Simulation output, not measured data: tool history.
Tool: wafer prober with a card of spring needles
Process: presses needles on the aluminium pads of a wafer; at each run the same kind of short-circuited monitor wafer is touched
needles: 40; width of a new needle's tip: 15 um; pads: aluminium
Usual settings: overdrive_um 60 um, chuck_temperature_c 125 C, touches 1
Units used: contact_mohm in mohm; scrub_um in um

run    hour  overdrive_um  chuck_temperature_c  touches  contact_mohm  scrub_um
  1       0            60                  125        1           482     10.46
        8.9  -- tips cleaned on abrasive film
       23.9  -- tips cleaned on abrasive film
         36  -- tips cleaned on abrasive film
       50.7  -- tips cleaned on abrasive film
  2    51.2            60                  125        1           372     10.33
       63.3  -- tips cleaned on abrasive film
       63.6  -- height of the first contact set anew
       75.6  -- tips cleaned on abrasive film
       90.6  -- tips cleaned on abrasive film
      105.7  -- tips cleaned on abrasive film
  3   105.7            60                  125        1           313     10.57
      117.8  -- tips cleaned on abrasive film
      132.7  -- tips cleaned on abrasive film
      147.8  -- tips cleaned on abrasive film
  4   150.1            60                  125        1           465     10.43
      162.2  -- tips cleaned on abrasive film
      177.3  -- tips cleaned on abrasive film
  5   183.8            60                  125        2           461     10.46
      189.9  -- tips cleaned on abrasive film
      204.8  -- tips cleaned on abrasive film
      208.1  -- height of the first contact set anew
      220.2  -- tips cleaned on abrasive film
      229.3  -- tips cleaned on abrasive film, once more
  6   237.3            60                  125        3           409     10.51
      243.4  -- tips cleaned on abrasive film
      258.5  -- tips cleaned on abrasive film
      273.5  -- tips cleaned on abrasive film
      288.6  -- tips cleaned on abrasive film
        302  -- tips cleaned on abrasive film
  7     302            80                  125        1           310     13.93
      317.1  -- tips cleaned on abrasive film
      332.1  -- tips cleaned on abrasive film
      344.2  -- tips cleaned on abrasive film
      353.2  -- height of the first contact set anew
  8   353.2            80                  125        1           470     14.05
      359.2  -- tips cleaned on abrasive film
      374.2  -- tips cleaned on abrasive film
      389.2  -- tips cleaned on abrasive film
  9     399            80                  125        1           488     14.09
      402.1  -- tips cleaned on abrasive film
      417.2  -- tips cleaned on abrasive film
      432.3  -- tips cleaned on abrasive film
      446.6  -- tips cleaned on abrasive film
 10   446.6            60                  125        1           329     10.48
      458.7  -- tips cleaned on abrasive film
      473.8  -- tips cleaned on abrasive film
      488.9  -- tips cleaned on abrasive film
      498.1  -- height of the first contact set anew
      504.2  -- tips cleaned on abrasive film
 11   514.7            60                  125        1           636     10.55
      517.8  -- tips cleaned on abrasive film
      532.9  -- tips cleaned on abrasive film
      547.9  -- tips cleaned on abrasive film
        563  -- tips cleaned on abrasive film
      577.9  -- tips cleaned on abrasive film
 12   583.3            60                  125        2           458     10.41
      592.4  -- tips cleaned on abrasive film
      607.4  -- tips cleaned on abrasive film
      622.5  -- tips cleaned on abrasive film
      637.4  -- tips cleaned on abrasive film
 13   639.8            60                  125        2           421     10.38
      643.1  -- height of the first contact set anew
      652.1  -- tips cleaned on abrasive film
      667.1  -- tips cleaned on abrasive film
      679.2  -- tips cleaned on abrasive film
 14   679.2            69                   80        3           284     12.11
      694.3  -- tips cleaned on abrasive film
      709.4  -- tips cleaned on abrasive film
      721.5  -- tips cleaned on abrasive film
 15   728.7            69                   80        3           374     12.08
      734.7  -- tips cleaned on abrasive film
      746.8  -- tips cleaned on abrasive film
      761.8  -- tips cleaned on abrasive film
      776.8  -- tips cleaned on abrasive film
 16   780.7            69                   80        3           365        12
        787  -- height of the first contact set anew
      790.1  -- tips cleaned on abrasive film
      805.1  -- tips cleaned on abrasive film
 17   812.8            41                   80        3           559      7.18
      818.9  -- tips cleaned on abrasive film
        834  -- tips cleaned on abrasive film
        849  -- tips cleaned on abrasive film
      864.1  -- tips cleaned on abrasive film
      876.2  -- tips cleaned on abrasive film
 18   876.2            70                  105        2           304     12.19
      888.4  -- tips cleaned on abrasive film
      903.5  -- tips cleaned on abrasive film
      918.4  -- tips cleaned on abrasive film
      930.5  -- tips cleaned on abrasive film
      930.8  -- height of the first contact set anew
 19   934.3            46                   29        1           736       8.1
      943.4  -- tips cleaned on abrasive film
      958.5  -- tips cleaned on abrasive film
      973.5  -- tips cleaned on abrasive film
 20   979.4            45                  125        1           848      7.87
      988.4  -- tips cleaned on abrasive film
     1000.5  -- tips cleaned on abrasive film
     1015.6  -- tips cleaned on abrasive film
     1030.7  -- tips cleaned on abrasive film
 21  1036.5            45                  125        1           808       7.8
     1045.6  -- tips cleaned on abrasive film
     1060.4  -- tips cleaned on abrasive film
     1075.5  -- tips cleaned on abrasive film
     1075.8  -- height of the first contact set anew
     1090.6  -- tips cleaned on abrasive film
 22  1090.6            49                  125        2           338      8.66
     1105.7  -- tips cleaned on abrasive film
     1120.8  -- tips cleaned on abrasive film
     1135.9  -- tips cleaned on abrasive film
       1151  -- tips cleaned on abrasive film
 23  1152.8            43                   74        2           551      7.51
     1164.9  -- tips cleaned on abrasive film
       1177  -- tips cleaned on abrasive film
 24  1182.1            43                   74        2           719      7.44
     1191.1  -- tips cleaned on abrasive film
     1206.1  -- tips cleaned on abrasive film
     1221.1  -- tips cleaned on abrasive film
     1221.4  -- height of the first contact set anew
     1236.5  -- tips cleaned on abrasive film
 25  1236.8            60                   63        1           337     10.47

Consider 5 possible next runs. They are alternatives, not a sequence: every one starts from the tool as it was left by run 25. What does each give?
     1248.9  -- tips cleaned on abrasive film
       1261  -- tips cleaned on abrasive film
       1276  -- tips cleaned on abrasive film
     1291.1  -- tips cleaned on abrasive film
  A  1292.5            67                   63        1             ?         ?
     1248.9  -- tips cleaned on abrasive film
       1261  -- tips cleaned on abrasive film
       1276  -- tips cleaned on abrasive film
     1291.1  -- tips cleaned on abrasive film
  B  1292.5            54                   69        2             ?         ?
     1248.9  -- tips cleaned on abrasive film
       1261  -- tips cleaned on abrasive film
       1276  -- tips cleaned on abrasive film
     1291.1  -- tips cleaned on abrasive film
  C  1292.5            71                   39        2             ?         ?
     1248.9  -- tips cleaned on abrasive film
       1261  -- tips cleaned on abrasive film
       1276  -- tips cleaned on abrasive film
     1291.1  -- tips cleaned on abrasive film
  D  1292.5            74                   81        1             ?         ?
     1248.9  -- tips cleaned on abrasive film
       1261  -- tips cleaned on abrasive film
       1276  -- tips cleaned on abrasive film
     1291.1  -- tips cleaned on abrasive film
  E  1292.5            60                   69        1             ?         ?

run  contact_mohm  scrub_um
  A           425     11.69
  B           414      9.45
  C           352     12.44
  D           401      12.9
  E           465     10.44
Stripped of hidden state, with their random variation kept, the same runs would have yielded:
run  contact_mohm  scrub_um
  A           267     11.79
  B           270      9.55
  C           261     12.54
  D           272        13
  E           272     10.54

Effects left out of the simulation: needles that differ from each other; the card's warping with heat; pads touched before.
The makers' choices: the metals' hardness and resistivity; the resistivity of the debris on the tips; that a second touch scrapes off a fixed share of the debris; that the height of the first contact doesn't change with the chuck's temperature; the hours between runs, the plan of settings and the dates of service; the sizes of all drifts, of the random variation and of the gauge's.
